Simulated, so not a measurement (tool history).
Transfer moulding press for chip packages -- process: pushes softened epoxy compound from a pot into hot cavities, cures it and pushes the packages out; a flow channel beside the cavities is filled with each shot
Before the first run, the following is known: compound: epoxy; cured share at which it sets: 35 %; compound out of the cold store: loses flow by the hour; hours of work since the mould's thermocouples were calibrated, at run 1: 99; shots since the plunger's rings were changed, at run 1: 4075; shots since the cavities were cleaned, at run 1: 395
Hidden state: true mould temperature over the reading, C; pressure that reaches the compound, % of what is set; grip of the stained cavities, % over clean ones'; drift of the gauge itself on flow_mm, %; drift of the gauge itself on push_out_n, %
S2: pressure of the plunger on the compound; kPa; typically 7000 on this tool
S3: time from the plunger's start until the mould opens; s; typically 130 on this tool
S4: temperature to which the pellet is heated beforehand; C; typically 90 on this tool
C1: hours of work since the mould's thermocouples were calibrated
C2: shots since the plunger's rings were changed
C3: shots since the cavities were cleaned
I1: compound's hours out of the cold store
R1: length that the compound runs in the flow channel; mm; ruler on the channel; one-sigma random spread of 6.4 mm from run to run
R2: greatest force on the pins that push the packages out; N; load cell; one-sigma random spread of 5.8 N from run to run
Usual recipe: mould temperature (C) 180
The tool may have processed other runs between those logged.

run 1 hour=0 | mould_temperature_(C)=180 S2=7000 S3=130 S4=90 | C1=99 C2=4075 C3=395 | I1=16.6 | R1=777 R2=328
run 2 hour=16.3 | mould_temperature_(C)=180 S2=7000 S3=130 S4=90 | C1=108 C2=4192 C3=512 | I1=10.7 | R1=780 R2=352
run 3 hour=33.1 | mould_temperature_(C)=174 S2=7000 S3=130 S4=90 | C1=117 C2=4314 C3=634 | I1=24.4 | R1=750 R2=435
run 4 hour=43.8 | mould_temperature_(C)=174 S2=7000 S3=130 S4=90 | C1=123 C2=4391 C3=711 | I1=36.4 | R1=696 R2=449
run 5 hour=53.3 | mould_temperature_(C)=180 S2=7000 S3=140 S4=90 | C1=128 C2=4460 C3=780 | I1=30.4 | R1=704 R2=361
-- hour=56.1 cavities cleaned with cleaning compound and waxed
run 6 hour=63.9 | mould_temperature_(C)=177 S2=7000 S3=130 S4=90 | C1=133 C2=4524 C3=56 | I1=31.6 | R1=719 R2=466
run 7 hour=78.4 | mould_temperature_(C)=177 S2=7000 S3=111 S4=90 | C1=140 C2=4629 C3=161 | I1=22.2 | R1=748 R2=579
-- hour=90.9 cavities cleaned with cleaning compound and waxed, once more
run 8 hour=90.9 | mould_temperature_(C)=177 S2=7000 S3=111 S4=90 | C1=146 C2=4708 C3=0 | I1=10.8 | R1=787 R2=292
run 9 hour=103.1 | mould_temperature_(C)=177 S2=7000 S3=111 S4=90 | C1=153 C2=4796 C3=88 | I1=36.6 | R1=680 R2=301
run 10 hour=117.3 | mould_temperature_(C)=182 S2=7730 S3=130 S4=90 | C1=160 C2=4899 C3=191 | I1=28.5 | R1=740 R2=252
run 11 hour=131.5 | mould_temperature_(C)=182 S2=7670 S3=130 S4=90 | C1=168 C2=5001 C3=293 | I1=15.3 | R1=798 R2=273
run 12 hour=151.3 | mould_temperature_(C)=187 S2=7700 S3=153 S4=89 | C1=179 C2=5144 C3=436 | I1=27.5 | R1=732 R2=293
run 13 hour=161.1 | mould_temperature_(C)=172 S2=7700 S3=153 S4=89 | C1=184 C2=5214 C3=506 | I1=44.8 | R1=698 R2=356
run 14 hour=175.9 | mould_temperature_(C)=172 S2=7700 S3=153 S4=89 | C1=192 C2=5321 C3=613 | I1=44.5 | R1=704 R2=376
run 15 hour=189.1 | mould_temperature_(C)=172 S2=7700 S3=153 S4=89 | C1=199 C2=5416 C3=708 | I1=40 | R1=717 R2=409
run 16 hour=198.9 | mould_temperature_(C)=186 S2=7800 S3=159 S4=84 | C1=204 C2=5487 C3=779 | I1=38.2 | R1=711 R2=352
run 17 hour=207.1 | mould_temperature_(C)=180 S2=7000 S3=111 S4=90 | C1=209 C2=5546 C3=838 | I1=16.4 | R1=744 R2=474

What if the next run were any one of these 5? Each begins from the tool's condition after run 17:
run A hour=216.1 | mould_temperature_(C)=180 S2=7700 S3=145 S4=93 | C1=213 C2=5611 C3=903 | I1=35.2 | R1=? R2=?
run B hour=216.1 | mould_temperature_(C)=180 S2=7000 S3=157 S4=92 | C1=213 C2=5611 C3=903 | I1=42.4 | R1=? R2=?
run C hour=216.1 | mould_temperature_(C)=176 S2=7840 S3=158 S4=90 | C1=213 C2=5611 C3=903 | I1=9.5 | R1=? R2=?
run D hour=216.1 | mould_temperature_(C)=180 S2=7000 S3=156 S4=90 | C1=213 C2=5611 C3=903 | I1=11.7 | R1=? R2=?
run E hour=216.1 | mould_temperature_(C)=180 S2=5660 S3=130 S4=90 | C1=213 C2=5611 C3=903 | I1=21.2 | R1=? R2=?

run=A R1=720 R2=370
run=B R1=652 R2=368
run=C R1=838 R2=374
run=D R1=768 R2=374
run=E R1=651 R2=391
Without the tool's hidden state the same runs would have given:
run=A R1=769 R2=196
run=B R1=697 R2=197
run=C R1=895 R2=196
run=D R1=820 R2=203
run=E R1=695 R2=214
